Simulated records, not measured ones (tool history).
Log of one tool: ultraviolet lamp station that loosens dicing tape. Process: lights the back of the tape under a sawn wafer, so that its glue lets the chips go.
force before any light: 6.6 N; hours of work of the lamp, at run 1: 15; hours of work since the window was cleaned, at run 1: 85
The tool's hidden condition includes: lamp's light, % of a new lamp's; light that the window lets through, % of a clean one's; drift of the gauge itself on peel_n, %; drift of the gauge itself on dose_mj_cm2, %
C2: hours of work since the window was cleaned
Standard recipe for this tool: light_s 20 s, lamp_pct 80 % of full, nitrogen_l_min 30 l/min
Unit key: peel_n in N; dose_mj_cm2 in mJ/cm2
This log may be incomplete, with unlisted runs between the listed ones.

run 1 hour=0.0 | light_s=20 lamp_pct=80 nitrogen_l_min=30 | hours_of_work_of_the_lamp=15 C2=85 | peel_n=0.192 dose_mj_cm2=245
run 2 hour=8.4 | light_s=20 lamp_pct=80 nitrogen_l_min=60 | hours_of_work_of_the_lamp=21 C2=92 | peel_n=0.125 dose_mj_cm2=240
run 3 hour=14.9 | light_s=20 lamp_pct=80 nitrogen_l_min=60 | hours_of_work_of_the_lamp=26 C2=97 | peel_n=0.122 dose_mj_cm2=244
run 4 hour=23.5 | light_s=20 lamp_pct=69 nitrogen_l_min=30 | hours_of_work_of_the_lamp=33 C2=104 | peel_n=0.293 dose_mj_cm2=210
run 5 hour=28.6 | light_s=20 lamp_pct=69 nitrogen_l_min=30 | hours_of_work_of_the_lamp=37 C2=108 | peel_n=0.290 dose_mj_cm2=210
run 6 hour=33.6 | light_s=20 lamp_pct=69 nitrogen_l_min=30 | hours_of_work_of_the_lamp=41 C2=112 | peel_n=0.303 dose_mj_cm2=209
run 7 hour=38.6 | light_s=20 lamp_pct=80 nitrogen_l_min=30 | hours_of_work_of_the_lamp=45 C2=116 | peel_n=0.201 dose_mj_cm2=243
run 8 hour=48.3 | light_s=20 lamp_pct=80 nitrogen_l_min=30 | hours_of_work_of_the_lamp=53 C2=123 | peel_n=0.204 dose_mj_cm2=241
run 9 hour=57.3 | light_s=20 lamp_pct=80 nitrogen_l_min=30 | hours_of_work_of_the_lamp=60 C2=130 | peel_n=0.219 dose_mj_cm2=236
run 10 hour=64.1 | light_s=20 lamp_pct=80 nitrogen_l_min=30 | hours_of_work_of_the_lamp=66 C2=136 | peel_n=0.209 dose_mj_cm2=237
run 11 hour=73.2 | light_s=20 lamp_pct=80 nitrogen_l_min=30 | hours_of_work_of_the_lamp=73 C2=143 | peel_n=0.215 dose_mj_cm2=234
run 12 hour=79.6 | light_s=20 lamp_pct=80 nitrogen_l_min=30 | hours_of_work_of_the_lamp=78 C2=148 | peel_n=0.231 dose_mj_cm2=232
run 13 hour=86.4 | light_s=20 lamp_pct=80 nitrogen_l_min=30 | hours_of_work_of_the_lamp=83 C2=154 | peel_n=0.227 dose_mj_cm2=237
run 14 hour=94.6 | light_s=20 lamp_pct=80 nitrogen_l_min=30 | hours_of_work_of_the_lamp=90 C2=160 | peel_n=0.219 dose_mj_cm2=236
run 15 hour=103.9 | light_s=20 lamp_pct=80 nitrogen_l_min=30 | hours_of_work_of_the_lamp=97 C2=168 | peel_n=0.234 dose_mj_cm2=227
run 16 hour=110.9 | light_s=20 lamp_pct=80 nitrogen_l_min=30 | hours_of_work_of_the_lamp=103 C2=173 | peel_n=0.251 dose_mj_cm2=227
run 17 hour=120.0 | light_s=20 lamp_pct=80 nitrogen_l_min=30 | hours_of_work_of_the_lamp=110 C2=180 | peel_n=0.229 dose_mj_cm2=228
run 18 hour=127.7 | light_s=11 lamp_pct=80 nitrogen_l_min=30 | hours_of_work_of_the_lamp=116 C2=186 | peel_n=0.915 dose_mj_cm2=125
run 19 hour=133.1 | light_s=11 lamp_pct=99 nitrogen_l_min=30 | hours_of_work_of_the_lamp=120 C2=191 | peel_n=0.603 dose_mj_cm2=154
run 20 hour=138.4 | light_s=11 lamp_pct=99 nitrogen_l_min=30 | hours_of_work_of_the_lamp=125 C2=195 | peel_n=0.604 dose_mj_cm2=152
run 21 hour=144.7 | light_s=20 lamp_pct=95 nitrogen_l_min=30 | hours_of_work_of_the_lamp=130 C2=200 | peel_n=0.162 dose_mj_cm2=267
-- hour=145.7 window cleaned of glue's vapour
run 22 hour=150.4 | light_s=20 lamp_pct=80 nitrogen_l_min=30 | hours_of_work_of_the_lamp=134 C2=4 | peel_n=0.180 dose_mj_cm2=253
run 23 hour=160.8 | light_s=20 lamp_pct=98 nitrogen_l_min=52 | hours_of_work_of_the_lamp=142 C2=12 | peel_n=0.102 dose_mj_cm2=303
run 24 hour=165.4 | light_s=13 lamp_pct=62 nitrogen_l_min=52 | hours_of_work_of_the_lamp=146 C2=16 | peel_n=0.644 dose_mj_cm2=124
run 25 hour=171.0 | light_s=12 lamp_pct=72 nitrogen_l_min=60 | hours_of_work_of_the_lamp=150 C2=20 | peel_n=0.524 dose_mj_cm2=138
run 26 hour=180.9 | light_s=36 lamp_pct=77 nitrogen_l_min=60 | hours_of_work_of_the_lamp=158 C2=28 | peel_n=0.081 dose_mj_cm2=430
run 27 hour=189.0 | light_s=22 lamp_pct=61 nitrogen_l_min=19 | hours_of_work_of_the_lamp=164 C2=34 | peel_n=0.440 dose_mj_cm2=209
run 28 hour=197.1 | light_s=33 lamp_pct=61 nitrogen_l_min=19 | hours_of_work_of_the_lamp=171 C2=41 | peel_n=0.177 dose_mj_cm2=311
run 29 hour=202.6 | light_s=36 lamp_pct=80 nitrogen_l_min=18 | hours_of_work_of_the_lamp=175 C2=45 | peel_n=0.105 dose_mj_cm2=437
run 30 hour=209.3 | light_s=35 lamp_pct=75 nitrogen_l_min=21 | hours_of_work_of_the_lamp=181 C2=51 | peel_n=0.108 dose_mj_cm2=397
run 31 hour=217.9 | light_s=35 lamp_pct=75 nitrogen_l_min=21 | hours_of_work_of_the_lamp=187 C2=57 | peel_n=0.106 dose_mj_cm2=397
run 32 hour=222.2 | light_s=29 lamp_pct=95 nitrogen_l_min=33 | hours_of_work_of_the_lamp=191 C2=61 | peel_n=0.092 dose_mj_cm2=411
run 33 hour=228.2 | light_s=29 lamp_pct=95 nitrogen_l_min=33 | hours_of_work_of_the_lamp=196 C2=66 | peel_n=0.090 dose_mj_cm2=414
run 34 hour=235.9 | light_s=29 lamp_pct=95 nitrogen_l_min=33 | hours_of_work_of_the_lamp=202 C2=72 | peel_n=0.095 dose_mj_cm2=407
run 35 hour=244.5 | light_s=29 lamp_pct=95 nitrogen_l_min=33 | hours_of_work_of_the_lamp=209 C2=79 | peel_n=0.102 dose_mj_cm2=410
run 36 hour=254.4 | light_s=29 lamp_pct=95 nitrogen_l_min=33 | hours_of_work_of_the_lamp=216 C2=86 | peel_n=0.099 dose_mj_cm2=401
run 37 hour=263.5 | light_s=17 lamp_pct=95 nitrogen_l_min=18 | hours_of_work_of_the_lamp=224 C2=94 | peel_n=0.352 dose_mj_cm2=233
run 38 hour=273.7 | light_s=36 lamp_pct=69 nitrogen_l_min=18 | hours_of_work_of_the_lamp=232 C2=102 | peel_n=0.121 dose_mj_cm2=362
run 39 hour=283.4 | light_s=11 lamp_pct=63 nitrogen_l_min=9 | hours_of_work_of_the_lamp=239 C2=109 | peel_n=2.417 dose_mj_cm2=98
run 40 hour=292.3 | light_s=11 lamp_pct=63 nitrogen_l_min=9 | hours_of_work_of_the_lamp=247 C2=117 | peel_n=2.432 dose_mj_cm2=96
run 41 hour=297.4 | light_s=11 lamp_pct=74 nitrogen_l_min=54 | hours_of_work_of_the_lamp=251 C2=121 | peel_n=0.732 dose_mj_cm2=112
run 42 hour=303.4 | light_s=25 lamp_pct=61 nitrogen_l_min=30 | hours_of_work_of_the_lamp=255 C2=125 | peel_n=0.274 dose_mj_cm2=216
run 43 hour=308.3 | light_s=11 lamp_pct=99 nitrogen_l_min=26 | hours_of_work_of_the_lamp=259 C2=129 | peel_n=0.663 dose_mj_cm2=150
run 44 hour=317.9 | light_s=11 lamp_pct=99 nitrogen_l_min=26 | hours_of_work_of_the_lamp=267 C2=137 | peel_n=0.683 dose_mj_cm2=155

What if the next run were any one of these 3? Each begins from the tool's condition after run 44:
run A hour=324.5 | light_s=17 lamp_pct=88 nitrogen_l_min=26 | hours_of_work_of_the_lamp=272 C2=142 | peel_n=? dose_mj_cm2=?
run B hour=324.5 | light_s=17 lamp_pct=99 nitrogen_l_min=56 | hours_of_work_of_the_lamp=272 C2=142 | peel_n=? dose_mj_cm2=?
run C hour=324.5 | light_s=11 lamp_pct=60 nitrogen_l_min=26 | hours_of_work_of_the_lamp=272 C2=142 | peel_n=? dose_mj_cm2=?

run=A peel_n=0.329 dose_mj_cm2=213
run=B peel_n=0.143 dose_mj_cm2=236
run=C peel_n=1.633 dose_mj_cm2=92
Stripped of hidden state, with their random variation kept, the same runs would have yielded:
run=A peel_n=0.221 dose_mj_cm2=251
run=B peel_n=0.110 dose_mj_cm2=278
run=C peel_n=1.278 dose_mj_cm2=108
